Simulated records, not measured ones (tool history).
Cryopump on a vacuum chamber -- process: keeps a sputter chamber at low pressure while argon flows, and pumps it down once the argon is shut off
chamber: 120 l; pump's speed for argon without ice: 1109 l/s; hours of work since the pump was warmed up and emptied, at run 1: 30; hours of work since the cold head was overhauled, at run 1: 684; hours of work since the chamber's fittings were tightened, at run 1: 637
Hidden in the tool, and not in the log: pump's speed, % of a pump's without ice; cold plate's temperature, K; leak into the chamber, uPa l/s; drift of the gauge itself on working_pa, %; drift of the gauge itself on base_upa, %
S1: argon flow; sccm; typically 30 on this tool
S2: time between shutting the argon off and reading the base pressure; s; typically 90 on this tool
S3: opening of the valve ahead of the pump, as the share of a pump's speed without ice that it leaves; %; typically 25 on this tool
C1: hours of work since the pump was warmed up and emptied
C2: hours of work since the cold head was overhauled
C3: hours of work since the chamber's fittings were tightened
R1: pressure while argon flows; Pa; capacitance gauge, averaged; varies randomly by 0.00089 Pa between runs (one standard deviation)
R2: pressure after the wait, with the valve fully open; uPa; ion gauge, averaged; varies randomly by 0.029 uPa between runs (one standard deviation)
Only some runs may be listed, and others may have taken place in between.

run	hour	S1	S2	S3	C1	C2	C3	R1	R2
1	0	30	90	25	30	684	637	0.183	3.27
2	22.6	30	26	25	43	697	651	0.1839	5.95
3	40.9	30	26	25	54	708	662	0.1848	6.2
4	64.9	30	26	25	68	722	676	0.1838	6.35
5	81.1	30	90	25	78	732	685	0.1851	3.5
6	109.8	30	90	25	95	749	703	0.1849	3.39
7	131.6	30	90	25	108	762	716	0.1865	3.68
8	156.7	30	90	25	123	777	730	0.1872	3.81
9	183	12	21	21	139	793	746	0.089	7.45
10	211.1	26	21	21	155	809	763	0.1908	7.42
11	239.5	26	21	21	172	826	780	0.1936	7.81
12	256.3	16	68	25	182	836	790	0.0997	4.15
13	280.9	30	184	20	197	851	804	0.2352	3.35

Run 14 comes next. What will it give?
14	298	30	28	50	207	861	814	?	?

R1: 0.0972 Pa
R2: 6.69 uPa
On a tool with no hidden condition, and with the same random variation, this run would have come out at R1 0.0912 Pa, R2 4 uPa.
